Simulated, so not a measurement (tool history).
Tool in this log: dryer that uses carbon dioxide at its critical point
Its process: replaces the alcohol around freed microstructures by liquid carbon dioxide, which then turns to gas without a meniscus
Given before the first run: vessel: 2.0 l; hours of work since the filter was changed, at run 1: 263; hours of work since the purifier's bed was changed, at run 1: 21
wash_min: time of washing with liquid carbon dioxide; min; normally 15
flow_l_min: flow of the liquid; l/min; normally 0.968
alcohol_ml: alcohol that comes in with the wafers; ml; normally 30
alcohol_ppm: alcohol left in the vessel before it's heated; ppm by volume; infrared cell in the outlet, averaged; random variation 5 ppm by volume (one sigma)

run	hour	wash_min	flow_l_min	alcohol_ml	hours of work since the filter was changed	hours of work since the purifier's bed was changed	alcohol_ppm
1	0	15	0.968	30	263	21	39
2	11.5	15	0.968	106	271	29	132
3	20.9	15	0.968	106	278	36	121
4	39	15	0.968	106	291	49	119
5	55.7	15	0.968	106	303	61	126
6	68	15	0.968	30	311	69	50
7	80.6	18	0.968	30	320	78	24
8	94.3	18	0.968	30	330	88	26
9	108.7	18	0.968	30	340	98	21
10	127.8	18	0.968	76	354	112	45
11	146.8	18	0.693	52	367	125	175
12	160.2	11	0.693	81	377	135	1816
13	176	11	0.693	81	388	146	1864
14	190.5	19	0.6	115	398	156	574
15	207.6	16	1.483	36	410	168	30
16	223.5	16	1.483	106	421	179	24
17	238.5	16	1.483	106	432	190	32

Selected run-to-run steps in alcohol_ppm, each split into two signed amounts: the part the tool would show with no hidden state at all (from settings, incoming material and random variation), and the remainder, which goes to the hidden state together with any gauge scatter not common to the measured and the hidden-state-free results:
What the log doesn't record here: flow that reaches the vessel past the clogged filter, %; alcohol in the recycled carbon dioxide, ppm; drift of the gauge itself on alcohol_ppm, %.
Run 11 -> 12: wash_min 18 -> 11, alcohol_ml 52 -> 81. alcohol_ppm +1641 ppm by volume: hidden state +538, all else +1103.
